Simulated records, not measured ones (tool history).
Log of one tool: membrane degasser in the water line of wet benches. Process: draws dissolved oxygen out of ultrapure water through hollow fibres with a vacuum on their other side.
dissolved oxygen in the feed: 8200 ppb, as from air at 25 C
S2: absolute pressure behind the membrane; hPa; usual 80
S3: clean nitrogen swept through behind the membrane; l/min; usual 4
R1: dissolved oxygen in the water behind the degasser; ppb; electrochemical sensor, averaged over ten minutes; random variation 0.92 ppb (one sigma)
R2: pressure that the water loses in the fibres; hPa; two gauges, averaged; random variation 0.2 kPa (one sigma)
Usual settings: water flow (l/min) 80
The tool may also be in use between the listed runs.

{"run": 1, "hour": 0.0, "water flow (l/min)": 80, "S2": 80, "S3": 4, "R1": 213, "R2": 436.5}
{"run": 2, "hour": 86.4, "water flow (l/min)": 80, "S2": 80, "S3": 4, "R1": 212.5, "R2": 434.2}
{"run": 3, "hour": 176.2, "water flow (l/min)": 80, "S2": 80, "S3": 5.31, "R1": 166.2, "R2": 436.3}
{"run": 4, "hour": 266.0, "water flow (l/min)": 80, "S2": 80, "S3": 5.31, "R1": 167.5, "R2": 434.5}
{"run": 5, "hour": 358.4, "water flow (l/min)": 80, "S2": 80, "S3": 1.91, "R1": 388.4, "R2": 437.3}
{"run": 6, "hour": 460.8, "water flow (l/min)": 80, "S2": 95.6, "S3": 4, "R1": 282.4, "R2": 431.3}
{"run": 7, "hour": 519.2, "water flow (l/min)": 88, "S2": 80, "S3": 4, "R1": 232.3, "R2": 476.3}
{"run": 8, "hour": 608.0, "water flow (l/min)": 80, "S2": 80, "S3": 4, "R1": 213.1, "R2": 438.9}
{"run": 9, "hour": 727.8, "water flow (l/min)": 80, "S2": 80, "S3": 4, "R1": 212.2, "R2": 434.9}
{"run": 10, "hour": 777.1, "water flow (l/min)": 80, "S2": 80, "S3": 4.84, "R1": 181, "R2": 437.5}
{"run": 11, "hour": 876.6, "water flow (l/min)": 80, "S2": 80, "S3": 4.84, "R1": 180.8, "R2": 430.1}
{"run": 12, "hour": 986.8, "water flow (l/min)": 80, "S2": 80, "S3": 4.84, "R1": 181.7, "R2": 435.5}
{"run": 13, "hour": 1056.4, "water flow (l/min)": 80, "S2": 80, "S3": 4.84, "R1": 180.9, "R2": 436.6}
{"run": 14, "hour": 1172.9, "water flow (l/min)": 80, "S2": 80, "S3": 4.84, "R1": 180.5, "R2": 435.1}
{"run": 15, "hour": 1233.6, "water flow (l/min)": 65, "S2": 52.2, "S3": 11.96, "R1": 28.7, "R2": 355.4}
{"run": 16, "hour": 1305.7, "water flow (l/min)": 64, "S2": 80, "S3": 6.96, "R1": 105.7, "R2": 349.1}
{"run": 17, "hour": 1388.2, "water flow (l/min)": 67, "S2": 80, "S3": 11.15, "R1": 71.7, "R2": 364.4}
{"run": 18, "hour": 1442.7, "water flow (l/min)": 67, "S2": 80, "S3": 11.35, "R1": 70.8, "R2": 366.2}
{"run": 19, "hour": 1498.9, "water flow (l/min)": 62, "S2": 80, "S3": 9.34, "R1": 78.6, "R2": 340.3}
{"run": 20, "hour": 1589.0, "water flow (l/min)": 62, "S2": 80, "S3": 9.34, "R1": 77.9, "R2": 335.9}
{"run": 21, "hour": 1670.5, "water flow (l/min)": 79, "S2": 88.9, "S3": 3.21, "R1": 299.4, "R2": 430.1}
{"run": 22, "hour": 1750.5, "water flow (l/min)": 79, "S2": 88.9, "S3": 3.21, "R1": 298.6, "R2": 434.5}
{"run": 23, "hour": 1809.3, "water flow (l/min)": 63, "S2": 53.4, "S3": 1.69, "R1": 162.2, "R2": 344.7}
{"run": 24, "hour": 1930.0, "water flow (l/min)": 108, "S2": 80, "S3": 3.54, "R1": 307.5, "R2": 587.7}
{"run": 25, "hour": 2026.5, "water flow (l/min)": 108, "S2": 80, "S3": 8.82, "R1": 144, "R2": 588.6}
{"run": 26, "hour": 2087.2, "water flow (l/min)": 49, "S2": 80, "S3": 2.17, "R1": 234, "R2": 267.7}
{"run": 27, "hour": 2190.8, "water flow (l/min)": 101, "S2": 51.1, "S3": 4.43, "R1": 101.5, "R2": 551.6}

Forecast each of these 5 alternatives for the next run:
{"run": "A", "hour": 2241.1, "water flow (l/min)": 122, "S2": 50.5, "S3": 4, "R1": "?", "R2": "?"}
{"run": "B", "hour": 2241.1, "water flow (l/min)": 49, "S2": 154.8, "S3": 6.96, "R1": "?", "R2": "?"}
{"run": "C", "hour": 2241.1, "water flow (l/min)": 122, "S2": 80, "S3": 4, "R1": "?", "R2": "?"}
{"run": "D", "hour": 2241.1, "water flow (l/min)": 104, "S2": 92.8, "S3": 7.5, "R1": "?", "R2": "?"}
{"run": "E", "hour": 2241.1, "water flow (l/min)": 103, "S2": 120.3, "S3": 4, "R1": "?", "R2": "?"}

run=A R1=129.3 R2=664
run=B R1=203.9 R2=267.4
run=C R1=311.2 R2=657.5
run=D R1=198 R2=566.4
run=E R1=472.5 R2=561.5
Without the tool's hidden state the same runs would have given:
run=A R1=129.1 R2=663.7
run=B R1=203.9 R2=267.3
run=C R1=311 R2=657.2
run=D R1=197.9 R2=566.1
run=E R1=472.4 R2=561.2
